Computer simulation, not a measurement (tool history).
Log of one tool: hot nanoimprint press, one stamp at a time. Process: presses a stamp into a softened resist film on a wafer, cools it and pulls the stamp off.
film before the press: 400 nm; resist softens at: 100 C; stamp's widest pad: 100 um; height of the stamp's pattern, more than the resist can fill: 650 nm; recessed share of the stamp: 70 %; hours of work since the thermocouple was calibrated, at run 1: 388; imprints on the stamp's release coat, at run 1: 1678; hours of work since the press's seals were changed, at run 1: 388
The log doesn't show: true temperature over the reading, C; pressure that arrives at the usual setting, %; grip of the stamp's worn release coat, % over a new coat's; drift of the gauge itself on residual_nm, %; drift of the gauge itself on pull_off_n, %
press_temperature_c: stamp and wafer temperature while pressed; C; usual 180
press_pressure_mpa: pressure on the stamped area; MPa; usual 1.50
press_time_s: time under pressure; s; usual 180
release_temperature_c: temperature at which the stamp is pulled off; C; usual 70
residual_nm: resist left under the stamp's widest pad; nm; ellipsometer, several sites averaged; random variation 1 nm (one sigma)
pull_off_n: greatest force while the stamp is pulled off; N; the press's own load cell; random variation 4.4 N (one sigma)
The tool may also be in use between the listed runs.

run	hour	press_temperature_c	press_pressure_mpa	press_time_s	release_temperature_c	hours of work since the thermocouple was calibrated	imprints on the stamp's release coat	hours of work since the press's seals were changed	residual_nm	pull_off_n
1	0.0	180	1.50	180	70	388	1678	388	152.7	345
# hour 14.0: stamp cleaned and given a new release coat
2	82.0	180	1.50	180	70	441	165	441	154.6	234
3	146.0	180	1.50	180	70	485	321	485	155.0	243
4	240.5	180	1.50	180	70	551	550	551	156.0	237
# hour 267.8: press's hydraulic seals changed and the load cell set to zero
# hour 301.3: plate thermocouple calibrated
5	301.3	180	1.50	180	70	0	671	21	159.0	262
6	401.6	180	1.50	180	70	70	915	91	160.5	296
7	464.9	180	1.50	180	70	114	1069	135	162.2	296
# hour 522.3: plate thermocouple calibrated, once more
8	556.4	180	1.50	180	70	24	1284	197	145.5	288
9	639.5	180	1.50	180	70	82	1486	255	147.7	311
10	687.3	180	1.50	180	70	115	1602	288	148.6	321
# hour 731.5: stamp cleaned and given a new release coat
11	791.8	180	1.50	180	70	184	146	357	149.8	216
12	846.7	180	1.50	180	70	222	280	395	147.8	230
13	895.1	180	1.65	180	70	256	397	429	142.0	249
14	960.6	179	1.50	180	70	301	556	474	157.8	253
15	1020.1	179	1.50	180	70	343	701	516	158.2	258
16	1081.2	171	1.62	187	70	385	849	558	205.0	276
# hour 1098.5: press's hydraulic seals changed and the load cell set to zero
17	1162.3	180	1.50	180	70	436	1027	44	152.2	282
18	1205.4	173	1.85	237	56	466	1131	74	165.3	365
19	1269.8	173	1.68	109	64	511	1288	119	225.9	322
20	1335.9	180	1.50	180	58	557	1449	165	155.8	373
# hour 1380.5: plate thermocouple calibrated
21	1431.4	180	1.50	214	70	35	1673	230	135.2	332
# hour 1443.9: stamp cleaned and given a new release coat
22	1488.8	180	1.50	214	72	71	109	266	135.8	218
23	1562.6	180	1.50	214	72	123	288	317	137.9	224
24	1643.7	180	1.50	157	61	179	485	374	153.6	283
25	1693.2	180	1.50	105	70	214	606	408	183.6	253
26	1738.9	183	2.10	308	71	246	717	440	89.7	259
27	1820.1	183	2.10	308	71	302	914	496	90.8	264

3 ways to go on from here, each from the tool as it stands after run 27. What would each give?
A	1867.2	180	2.21	296	72	335	1028	529	?	?
B	1867.2	171	1.50	334	61	335	1028	529	?	?
C	1867.2	183	1.44	98	68	335	1028	529	?	?

run	residual_nm	pull_off_n
A	100.8	278
B	168.3	321
C	177.1	298
Without the tool's hidden state the same runs would have given:
run	residual_nm	pull_off_n
A	96.4	208
B	161.7	241
C	171.3	223
